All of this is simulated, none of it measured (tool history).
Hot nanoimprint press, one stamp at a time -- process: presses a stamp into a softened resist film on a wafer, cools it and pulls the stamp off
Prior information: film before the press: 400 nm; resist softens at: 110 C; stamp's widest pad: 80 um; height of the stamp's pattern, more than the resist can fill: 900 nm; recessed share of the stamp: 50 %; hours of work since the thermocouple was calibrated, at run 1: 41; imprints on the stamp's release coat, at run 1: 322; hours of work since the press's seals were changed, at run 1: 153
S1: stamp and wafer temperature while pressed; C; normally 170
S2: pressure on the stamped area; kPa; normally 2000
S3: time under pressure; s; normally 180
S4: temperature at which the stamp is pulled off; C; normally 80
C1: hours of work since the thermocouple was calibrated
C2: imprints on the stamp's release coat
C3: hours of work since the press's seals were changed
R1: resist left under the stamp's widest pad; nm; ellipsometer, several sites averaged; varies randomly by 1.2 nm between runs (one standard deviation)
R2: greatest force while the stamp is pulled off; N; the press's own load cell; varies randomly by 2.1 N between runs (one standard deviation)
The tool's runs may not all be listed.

Run 1, hour 0.0: usual settings; C1 41; C2 322; C3 153. Result: R1 179.9 nm, R2 100 N.
Run 2, hour 40.7: usual settings; C1 65; C2 510; C3 177. Result: R1 181.6 nm, R2 99 N.
Run 3, hour 89.1: usual settings but S3 198 s; C1 93; C2 734; C3 205. Result: R1 177.6 nm, R2 108 N.
At hour 142.5: stamp cleaned and given a new release coat.
Run 4, hour 150.9: usual settings; C1 126; C2 39; C3 238. Result: R1 184.0 nm, R2 93 N.
Run 5, hour 199.9: usual settings but S4 68 C; C1 154; C2 265; C3 266. Result: R1 185.1 nm, R2 112 N.
Run 6, hour 260.1: usual settings but S4 68 C; C1 190; C2 544; C3 302. Result: R1 187.6 nm, R2 126 N.
Run 7, hour 295.2: usual settings but S3 139 s; C1 210; C2 706; C3 322. Result: R1 202.6 nm, R2 115 N.
Run 8, hour 329.1: usual settings but S2 2140 kPa; C1 230; C2 863; C3 342. Result: R1 181.6 nm, R2 106 N.
At hour 354.9: stamp cleaned and given a new release coat.
Run 9, hour 369.8: usual settings but S2 2140 kPa; C1 250; C2 69; C3 362. Result: R1 182.9 nm, R2 95 N.
At hour 410.8: plate thermocouple calibrated.
Run 10, hour 431.7: usual settings; C1 12; C2 341; C3 397. Result: R1 188.7 nm, R2 101 N.
Run 11, hour 467.8: usual settings; C1 33; C2 508; C3 418. Result: R1 188.1 nm, R2 105 N.
Run 12, hour 516.3: usual settings; C1 62; C2 732; C3 446. Result: R1 190.7 nm, R2 108 N.
At hour 568.7: stamp cleaned and given a new release coat.
Run 13, hour 572.1: usual settings; C1 91; C2 16; C3 476. Result: R1 191.0 nm, R2 97 N.
Run 14, hour 615.8: usual settings but S3 92 s; C1 117; C2 218; C3 501. Result: R1 237.9 nm, R2 95 N.
Run 15, hour 675.0: usual settings but S3 92 s; C1 151; C2 491; C3 536. Result: R1 237.8 nm, R2 106 N.
At hour 682.2: plate thermocouple calibrated, once more.
Run 16, hour 724.0: usual settings but S3 92 s; C1 24; C2 704; C3 563. Result: R1 234.5 nm, R2 107 N.
Run 17, hour 764.7: usual settings but S3 92 s, S4 66 C; C1 48; C2 892; C3 587. Result: R1 234.1 nm, R2 126 N.
At hour 783.5: stamp cleaned and given a new release coat.
Run 18, hour 798.7: usual settings but S1 180 C, S3 227 s, S4 85 C; C1 65; C2 70; C3 603. Result: R1 110.4 nm, R2 93 N.
Run 19, hour 831.5: usual settings but S1 180 C, S3 227 s, S4 85 C; C1 84; C2 222; C3 622. Result: R1 110.2 nm, R2 90 N.
Run 20, hour 867.9: usual settings but S1 180 C, S3 227 s, S4 85 C; C1 105; C2 390; C3 644. Result: R1 111.3 nm, R2 98 N.
Run 21, hour 923.8: usual settings but S1 180 C, S3 227 s, S4 85 C; C1 138; C2 649; C3 676. Result: R1 111.4 nm, R2 101 N.
Run 22, hour 977.2: usual settings but S1 169 C, S2 2760 kPa, S3 227 s, S4 87 C; C1 169; C2 895; C3 708. Result: R1 161.4 nm, R2 100 N.
At hour 996.6: stamp cleaned and given a new release coat.
Run 23, hour 1014.8: usual settings but S1 169 C, S2 2760 kPa, S3 227 s, S4 87 C; C1 188; C2 85; C3 726. Result: R1 160.9 nm, R2 87 N.
Run 24, hour 1044.3: usual settings but S1 164 C; C1 205; C2 221; C3 743. Result: R1 250.1 nm, R2 103 N.
Run 25, hour 1076.1: usual settings but S1 162 C, S2 2500 kPa; C1 224; C2 368; C3 762. Result: R1 253.1 nm, R2 104 N.
Run 26, hour 1117.3: usual settings but S1 172 C, S2 2280 kPa, S3 92 s, S4 76 C; C1 248; C2 558; C3 786. Result: R1 211.9 nm, R2 112 N.
At hour 1166.4: plate thermocouple calibrated.
Run 27, hour 1166.4: usual settings but S1 172 C, S2 2280 kPa, S3 92 s, S4 76 C; C1 0; C2 772; C3 813. Result: R1 209.3 nm, R2 116 N.
At hour 1211.1: stamp cleaned and given a new release coat.
Run 28, hour 1214.3: usual settings but S1 164 C, S4 68 C; C1 25; C2 15; C3 838. Result: R1 248.8 nm, R2 104 N.
Run 29, hour 1250.8: usual settings but S1 174 C, S4 68 C; C1 46; C2 184; C3 859. Result: R1 159.7 nm, R2 108 N.
Run 30, hour 1305.0: usual settings but S1 174 C, S4 68 C; C1 78; C2 434; C3 891. Result: R1 162.2 nm, R2 116 N.
Run 31, hour 1349.0: usual settings but S1 167 C; C1 103; C2 638; C3 917. Result: R1 220.0 nm, R2 108 N.

Below are 3 alternative next runs, each starting from the tool's condition after run 31. Predict each:
Run A, hour 1382.9: usual settings but S1 181 C, S2 1600 kPa, S3 103 s; C1 123; C2 794; C3 936. Result: R1 ?, R2 ?.
Run B, hour 1382.9: usual settings but S1 179 C, S4 67 C; C1 123; C2 794; C3 936. Result: R1 ?, R2 ?.
Run C, hour 1382.9: usual settings but S4 81 C; C1 123; C2 794; C3 936. Result: R1 ?, R2 ?.

run     R1   R2
  A  165.3  112
  B  130.7  121
  C  193.6  109
Without the tool's hidden state the same runs would have given:
run     R1   R2
  A  156.2   96
  B  121.9  104
  C  181.2   93
